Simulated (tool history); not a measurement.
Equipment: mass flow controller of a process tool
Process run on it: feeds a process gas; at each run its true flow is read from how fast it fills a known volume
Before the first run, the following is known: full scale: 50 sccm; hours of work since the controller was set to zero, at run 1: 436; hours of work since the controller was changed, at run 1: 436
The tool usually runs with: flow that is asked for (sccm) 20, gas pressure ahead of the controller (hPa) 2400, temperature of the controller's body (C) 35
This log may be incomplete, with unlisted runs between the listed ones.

run    hour  flow that is asked for (sccm)  gas pressure ahead of the controller (hPa)  temperature of the controller's body (C)  hours of work since the controller was set to zero  hours of work since the controller was changed  true flow (%)
  1       0                             20                                        2400                                        35                                                 436                                             436          97.47
  2    65.6                             20                                        2400                                        35                                                 465                                             465          97.42
  3   136.1                             20                                        2400                                        35                                                 495                                             495          97.27
  4     180                             20                                        2400                                        35                                                 514                                             514          97.33
  5   242.8                             20                                        2400                                        35                                                 541                                             541          97.45
  6   309.9                             20                                        2400                                        35                                                 570                                             570          97.45
  7   384.9                             20                                        2400                                        35                                                 602                                             602          97.25
  8   439.6                             20                                        2400                                        35                                                 625                                             625          97.34
  9   473.4                             20                                        2400                                        35                                                 640                                             640          97.34
 10   513.6                             20                                        2400                                        35                                                 657                                             657          97.29
 11     588                             20                                        2400                                        25                                                 689                                             689          98.22
 12     661                             20                                        2400                                        25                                                 720                                             720          98.18
 13   693.8                             20                                        2400                                        25                                                 735                                             735          98.19
 14   735.7                             20                                        2400                                        25                                                 753                                             753          98.16
 15   807.8                             20                                        2400                                        35                                                 784                                             784          97.15
 16   855.6                             20                                        1770                                        35                                                 804                                             804          97.46
 17   901.4                             20                                        1770                                        35                                                 824                                             824          97.47
 18   935.1                             20                                        1770                                        35                                                 838                                             838          97.46
 19   978.9                              5                                        2400                                        35                                                 857                                             857          95.51
 20  1050.5                             16                                        2400                                        35                                                 888                                             888           96.8
 21  1091.3                             20                                        2400                                        35                                                 905                                             905          97.26
 22  1151.3                             20                                        2400                                        35                                                 931                                             931          97.22
 23  1211.9                             20                                        2460                                        35                                                 957                                             957          96.97
 24    1270                             17                                        2400                                        35                                                 982                                             982          96.85
 25  1335.7                             17                                        2400                                        35                                                1010                                            1010          96.82
 26  1395.1                             17                                        2400                                        35                                                1036                                            1036          96.92
 27  1435.6                             20                                        2020                                        35                                                1053                                            1053          97.12
 28  1486.9                             20                                        2020                                        35                                                1075                                            1075          97.06

The next listed run, before its measurement:
 29  1540.4                             22                                        1920                                        22                                                1098                                            1098              ?

true flow (%): 98.48
Minus the tool's unlogged condition, the same run would have read true flow (%) 99.02.
